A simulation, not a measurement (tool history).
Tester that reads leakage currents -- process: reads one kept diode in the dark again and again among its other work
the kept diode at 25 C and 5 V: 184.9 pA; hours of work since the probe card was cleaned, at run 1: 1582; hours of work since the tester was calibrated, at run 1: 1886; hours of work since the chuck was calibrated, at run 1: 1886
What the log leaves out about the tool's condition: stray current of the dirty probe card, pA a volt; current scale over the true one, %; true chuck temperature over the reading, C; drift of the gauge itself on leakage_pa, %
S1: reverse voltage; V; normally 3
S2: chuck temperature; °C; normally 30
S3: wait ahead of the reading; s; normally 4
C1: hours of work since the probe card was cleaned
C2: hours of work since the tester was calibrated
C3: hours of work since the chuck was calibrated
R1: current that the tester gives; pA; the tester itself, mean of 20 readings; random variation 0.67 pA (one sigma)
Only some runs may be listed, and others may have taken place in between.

run 1 day=0 | S1=3 S2=30 S3=4 | C1=1582 C2=1886 C3=1886 | R1=247.48
-- day=3.512 probe card cleaned and baked
run 2 day=5.062 | S1=3 S2=30 S3=4 | C1=28 C2=1977 C3=1977 | R1=242.14
run 3 day=12.225 | S1=3 S2=30 S3=4 | C1=160 C2=2108 C3=2108 | R1=242.8
-- day=14.396 chuck's temperature calibrated
run 4 day=17.775 | S1=3 S2=30 S3=4 | C1=260 C2=2208 C3=62 | R1=230.01
run 5 day=24.321 | S1=3 S2=32 S3=4 | C1=379 C2=2328 C3=182 | R1=278.28
run 6 day=30.183 | S1=3 S2=32 S3=4 | C1=487 C2=2435 C3=289 | R1=279.84
run 7 day=38.767 | S1=3 S2=32 S3=4 | C1=644 C2=2592 C3=446 | R1=281.98
run 8 day=49.275 | S1=3 S2=32 S3=4 | C1=836 C2=2785 C3=639 | R1=284.44
run 9 day=58.438 | S1=3 S2=32 S3=4 | C1=1004 C2=2953 C3=806 | R1=289.73
run 10 day=64.642 | S1=3 S2=30 S3=4 | C1=1118 C2=3066 C3=920 | R1=243.55
run 11 day=74.896 | S1=3 S2=30 S3=4 | C1=1305 C2=3254 C3=1108 | R1=245.73
run 12 day=83.088 | S1=1.34 S2=30 S3=4 | C1=1455 C2=3404 C3=1258 | R1=156.96
-- day=92.958 probe card cleaned and baked
run 13 day=92.958 | S1=4.64 S2=30 S3=4 | C1=0 C2=3582 C3=1436 | R1=309.39
run 14 day=101.892 | S1=3 S2=30 S3=4 | C1=164 C2=3746 C3=1600 | R1=242.65
run 15 day=110.917 | S1=3 S2=30 S3=4 | C1=329 C2=3911 C3=1765 | R1=246.27
run 16 day=122.346 | S1=3 S2=30 S3=4 | C1=538 C2=4120 C3=1974 | R1=249.66
-- day=130.992 chuck's temperature calibrated
run 17 day=133.542 | S1=3 S2=30 S3=3.81 | C1=742 C2=4324 C3=47 | R1=226.82
run 18 day=141.371 | S1=3 S2=30 S3=3.81 | C1=885 C2=4467 C3=190 | R1=227.43
run 19 day=150.058 | S1=3 S2=30 S3=3.81 | C1=1044 C2=4626 C3=349 | R1=230.12
run 20 day=158.692 | S1=3 S2=30 S3=3.81 | C1=1202 C2=4784 C3=507 | R1=231.88
run 21 day=166.708 | S1=3 S2=30 S3=3.81 | C1=1349 C2=4931 C3=654 | R1=234.15
run 22 day=172.467 | S1=12.55 S2=49 S3=1.05 | C1=1454 C2=5037 C3=759 | R1=2618.62
run 23 day=181.254 | S1=3 S2=30 S3=4 | C1=1615 C2=5198 C3=920 | R1=236.84
-- day=182.517 probe card cleaned and baked
run 24 day=189.504 | S1=3 S2=30 S3=4 | C1=128 C2=5346 C3=1069 | R1=233.96
run 25 day=199.654 | S1=1.81 S2=51 S3=6.46 | C1=314 C2=5532 C3=1255 | R1=1072.63
-- day=205.975 tester calibrated
run 26 day=211.475 | S1=1.81 S2=37 S3=6.46 | C1=529 C2=101 C3=1470 | R1=331.09
run 27 day=218.225 | S1=2.46 S2=20 S3=9.43 | C1=652 C2=224 C3=1593 | R1=83.74
run 28 day=229.004 | S1=2.46 S2=20 S3=9.43 | C1=850 C2=422 C3=1791 | R1=85.26
run 29 day=235.588 | S1=1.08 S2=30 S3=4 | C1=970 C2=542 C3=1911 | R1=136.53
run 30 day=246.775 | S1=1.68 S2=51 S3=2.45 | C1=1175 C2=747 C3=2116 | R1=1047.07
-- day=247.896 chuck's temperature calibrated
run 31 day=257.588 | S1=1.68 S2=51 S3=2.45 | C1=1371 C2=943 C3=177 | R1=999.35
run 32 day=269.296 | S1=14.64 S2=30 S3=0.49 | C1=1586 C2=1158 C3=392 | R1=592.17
-- day=272.483 probe card cleaned and baked
run 33 day=279.658 | S1=14.64 S2=30 S3=0.49 | C1=131 C2=1345 C3=579 | R1=556.42
run 34 day=287.988 | S1=14.64 S2=30 S3=0.49 | C1=284 C2=1498 C3=732 | R1=564.84
run 35 day=293.85 | S1=14.64 S2=53 S3=1.78 | C1=391 C2=1605 C3=839 | R1=3947.89
run 36 day=305.192 | S1=2.55 S2=49 S3=3.95 | C1=599 C2=1813 C3=1047 | R1=1094.85

5 options for the next run, each taken on its own from the tool as it stands now. Forecast them:
run A day=312.2 | S1=2.55 S2=29 S3=3.95 | C1=727 C2=1941 C3=1175 | R1=?
run B day=312.2 | S1=2.55 S2=43 S3=0.51 | C1=727 C2=1941 C3=1175 | R1=?
run C day=312.2 | S1=2.55 S2=36 S3=6.47 | C1=727 C2=1941 C3=1175 | R1=?
run D day=312.2 | S1=1.13 S2=30 S3=4 | C1=727 C2=1941 C3=1175 | R1=?
run E day=312.2 | S1=4.02 S2=36 S3=6.91 | C1=727 C2=1941 C3=1175 | R1=?

run=A R1=199.36
run=B R1=676.76
run=C R1=371.6
run=D R1=138.04
run=E R1=477.39
The same runs, with their run-to-run variation unchanged, on a tool lacking any hidden condition would have given:
run=A R1=186.66
run=B R1=643.6
run=C R1=351.31
run=D R1=130.07
run=E R1=450.41
